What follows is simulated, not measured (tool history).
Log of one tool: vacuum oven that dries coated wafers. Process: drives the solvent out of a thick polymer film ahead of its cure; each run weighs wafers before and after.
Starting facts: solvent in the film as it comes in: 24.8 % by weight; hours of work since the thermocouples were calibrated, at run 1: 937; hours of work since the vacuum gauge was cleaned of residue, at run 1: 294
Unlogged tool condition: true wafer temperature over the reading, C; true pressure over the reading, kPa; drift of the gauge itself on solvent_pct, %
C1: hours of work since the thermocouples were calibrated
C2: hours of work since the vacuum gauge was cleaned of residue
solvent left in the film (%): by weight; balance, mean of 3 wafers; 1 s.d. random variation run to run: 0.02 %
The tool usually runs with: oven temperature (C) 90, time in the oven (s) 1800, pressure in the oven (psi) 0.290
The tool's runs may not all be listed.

{"run": 1, "hour": 0.0, "oven temperature (C)": 90, "time in the oven (s)": 1800, "pressure in the oven (psi)": 0.29, "C1": 937, "C2": 294, "solvent left in the film (%)": 3.94}
{"run": 2, "hour": 25.5, "oven temperature (C)": 90, "time in the oven (s)": 1800, "pressure in the oven (psi)": 0.29, "C1": 949, "C2": 306, "solvent left in the film (%)": 3.85}
{"run": 3, "hour": 47.9, "oven temperature (C)": 90, "time in the oven (s)": 1800, "pressure in the oven (psi)": 0.29, "C1": 960, "C2": 317, "solvent left in the film (%)": 3.87}
{"run": 4, "hour": 97.1, "oven temperature (C)": 90, "time in the oven (s)": 1800, "pressure in the oven (psi)": 0.563, "C1": 984, "C2": 341, "solvent left in the film (%)": 4.65}
{"run": 5, "hour": 142.2, "oven temperature (C)": 90, "time in the oven (s)": 1800, "pressure in the oven (psi)": 0.563, "C1": 1005, "C2": 362, "solvent left in the film (%)": 4.61}
{"run": 6, "hour": 191.2, "oven temperature (C)": 90, "time in the oven (s)": 1800, "pressure in the oven (psi)": 0.563, "C1": 1029, "C2": 386, "solvent left in the film (%)": 4.61}
{"run": 7, "hour": 236.2, "oven temperature (C)": 90, "time in the oven (s)": 1800, "pressure in the oven (psi)": 0.563, "C1": 1051, "C2": 407, "solvent left in the film (%)": 4.59}
{"run": 8, "hour": 273.0, "oven temperature (C)": 90, "time in the oven (s)": 1800, "pressure in the oven (psi)": 0.563, "C1": 1068, "C2": 425, "solvent left in the film (%)": 4.65}
{"run": 9, "hour": 315.6, "oven temperature (C)": 90, "time in the oven (s)": 1800, "pressure in the oven (psi)": 0.563, "C1": 1089, "C2": 446, "solvent left in the film (%)": 4.56}
{"run": 10, "hour": 350.0, "oven temperature (C)": 84, "time in the oven (s)": 1800, "pressure in the oven (psi)": 0.29, "C1": 1105, "C2": 462, "solvent left in the film (%)": 6.35}
{"hour": 385.2, "done": "oven's thermocouples calibrated"}
{"run": 11, "hour": 399.3, "oven temperature (C)": 84, "time in the oven (s)": 1800, "pressure in the oven (psi)": 0.29, "C1": 7, "C2": 485, "solvent left in the film (%)": 7.43}
{"run": 12, "hour": 436.7, "oven temperature (C)": 84, "time in the oven (s)": 1800, "pressure in the oven (psi)": 0.29, "C1": 25, "C2": 503, "solvent left in the film (%)": 7.41}
{"run": 13, "hour": 472.1, "oven temperature (C)": 90, "time in the oven (s)": 1800, "pressure in the oven (psi)": 0.29, "C1": 42, "C2": 520, "solvent left in the film (%)": 4.75}
{"run": 14, "hour": 496.3, "oven temperature (C)": 90, "time in the oven (s)": 1800, "pressure in the oven (psi)": 0.29, "C1": 53, "C2": 531, "solvent left in the film (%)": 4.76}
{"run": 15, "hour": 544.4, "oven temperature (C)": 90, "time in the oven (s)": 1800, "pressure in the oven (psi)": 0.29, "C1": 77, "C2": 555, "solvent left in the film (%)": 4.72}
{"run": 16, "hour": 578.9, "oven temperature (C)": 89, "time in the oven (s)": 1800, "pressure in the oven (psi)": 0.29, "C1": 93, "C2": 571, "solvent left in the film (%)": 5.14}
{"run": 17, "hour": 626.2, "oven temperature (C)": 89, "time in the oven (s)": 1800, "pressure in the oven (psi)": 0.355, "C1": 116, "C2": 594, "solvent left in the film (%)": 5.28}
{"run": 18, "hour": 661.0, "oven temperature (C)": 89, "time in the oven (s)": 1800, "pressure in the oven (psi)": 0.355, "C1": 133, "C2": 611, "solvent left in the film (%)": 5.3}
{"run": 19, "hour": 685.1, "oven temperature (C)": 89, "time in the oven (s)": 1800, "pressure in the oven (psi)": 0.355, "C1": 144, "C2": 622, "solvent left in the film (%)": 5.31}
{"run": 20, "hour": 728.2, "oven temperature (C)": 89, "time in the oven (s)": 1800, "pressure in the oven (psi)": 0.355, "C1": 165, "C2": 643, "solvent left in the film (%)": 5.29}
{"run": 21, "hour": 758.2, "oven temperature (C)": 89, "time in the oven (s)": 1800, "pressure in the oven (psi)": 0.355, "C1": 179, "C2": 657, "solvent left in the film (%)": 5.25}
{"run": 22, "hour": 794.0, "oven temperature (C)": 85, "time in the oven (s)": 1020, "pressure in the oven (psi)": 0.162, "C1": 197, "C2": 675, "solvent left in the film (%)": 10.46}
{"run": 23, "hour": 839.0, "oven temperature (C)": 85, "time in the oven (s)": 1020, "pressure in the oven (psi)": 0.162, "C1": 218, "C2": 696, "solvent left in the film (%)": 10.54}
{"run": 24, "hour": 875.2, "oven temperature (C)": 98, "time in the oven (s)": 1020, "pressure in the oven (psi)": 0.242, "C1": 236, "C2": 714, "solvent left in the film (%)": 4.85}
{"run": 25, "hour": 905.2, "oven temperature (C)": 90, "time in the oven (s)": 3240, "pressure in the oven (psi)": 0.548, "C1": 250, "C2": 728, "solvent left in the film (%)": 2.83}
{"run": 26, "hour": 944.8, "oven temperature (C)": 81, "time in the oven (s)": 1860, "pressure in the oven (psi)": 0.548, "C1": 269, "C2": 747, "solvent left in the film (%)": 9.38}
{"run": 27, "hour": 982.7, "oven temperature (C)": 85, "time in the oven (s)": 2700, "pressure in the oven (psi)": 0.29, "C1": 287, "C2": 765, "solvent left in the film (%)": 4.31}
{"run": 28, "hour": 1026.3, "oven temperature (C)": 81, "time in the oven (s)": 1080, "pressure in the oven (psi)": 0.297, "C1": 308, "C2": 786, "solvent left in the film (%)": 12.11}
{"run": 29, "hour": 1059.7, "oven temperature (C)": 97, "time in the oven (s)": 2520, "pressure in the oven (psi)": 0.193, "C1": 324, "C2": 802, "solvent left in the film (%)": 1.13}
{"run": 30, "hour": 1104.5, "oven temperature (C)": 97, "time in the oven (s)": 2520, "pressure in the oven (psi)": 0.193, "C1": 346, "C2": 824, "solvent left in the film (%)": 1.1}
{"run": 31, "hour": 1141.5, "oven temperature (C)": 87, "time in the oven (s)": 960, "pressure in the oven (psi)": 0.29, "C1": 364, "C2": 842, "solvent left in the film (%)": 10.24}
{"run": 32, "hour": 1173.9, "oven temperature (C)": 87, "time in the oven (s)": 1800, "pressure in the oven (psi)": 0.226, "C1": 379, "C2": 857, "solvent left in the film (%)": 5.63}
{"run": 33, "hour": 1212.7, "oven temperature (C)": 87, "time in the oven (s)": 1800, "pressure in the oven (psi)": 0.226, "C1": 398, "C2": 876, "solvent left in the film (%)": 5.65}
{"run": 34, "hour": 1242.2, "oven temperature (C)": 87, "time in the oven (s)": 1800, "pressure in the oven (psi)": 0.226, "C1": 412, "C2": 890, "solvent left in the film (%)": 5.69}
{"run": 35, "hour": 1262.3, "oven temperature (C)": 87, "time in the oven (s)": 1800, "pressure in the oven (psi)": 0.226, "C1": 422, "C2": 900, "solvent left in the film (%)": 5.71}
{"run": 36, "hour": 1288.9, "oven temperature (C)": 87, "time in the oven (s)": 1320, "pressure in the oven (psi)": 0.764, "C1": 435, "C2": 913, "solvent left in the film (%)": 9.22}
{"run": 37, "hour": 1332.6, "oven temperature (C)": 93, "time in the oven (s)": 1800, "pressure in the oven (psi)": 0.146, "C1": 456, "C2": 934, "solvent left in the film (%)": 3.09}
{"run": 38, "hour": 1378.4, "oven temperature (C)": 96, "time in the oven (s)": 3060, "pressure in the oven (psi)": 1.072, "C1": 478, "C2": 956, "solvent left in the film (%)": 3.25}
{"run": 39, "hour": 1409.9, "oven temperature (C)": 88, "time in the oven (s)": 1740, "pressure in the oven (psi)": 0.29, "C1": 493, "C2": 971, "solvent left in the film (%)": 5.58}
{"run": 40, "hour": 1432.8, "oven temperature (C)": 99, "time in the oven (s)": 1380, "pressure in the oven (psi)": 0.29, "C1": 504, "C2": 982, "solvent left in the film (%)": 2.82}
{"run": 41, "hour": 1455.6, "oven temperature (C)": 90, "time in the oven (s)": 1800, "pressure in the oven (psi)": 0.931, "C1": 515, "C2": 993, "solvent left in the film (%)": 6.36}

3 ways to go on from here, each from the tool as it stands after run 41. What would each give?
{"run": "A", "hour": 1480.9, "oven temperature (C)": 82, "time in the oven (s)": 1800, "pressure in the oven (psi)": 0.808, "C1": 527, "C2": 1005, "solvent left in the film (%)": "?"}
{"run": "B", "hour": 1480.9, "oven temperature (C)": 86, "time in the oven (s)": 1140, "pressure in the oven (psi)": 0.716, "C1": 527, "C2": 1005, "solvent left in the film (%)": "?"}
{"run": "C", "hour": 1480.9, "oven temperature (C)": 78, "time in the oven (s)": 960, "pressure in the oven (psi)": 0.603, "C1": 527, "C2": 1005, "solvent left in the film (%)": "?"}

run=A solvent_left_in_the_film_(%)=9.82
run=B solvent_left_in_the_film_(%)=10.50
run=C solvent_left_in_the_film_(%)=14.72
Stripped of hidden state, with their random variation kept, the same runs would have yielded:
run=A solvent_left_in_the_film_(%)=9.77
run=B solvent_left_in_the_film_(%)=10.47
run=C solvent_left_in_the_film_(%)=14.68
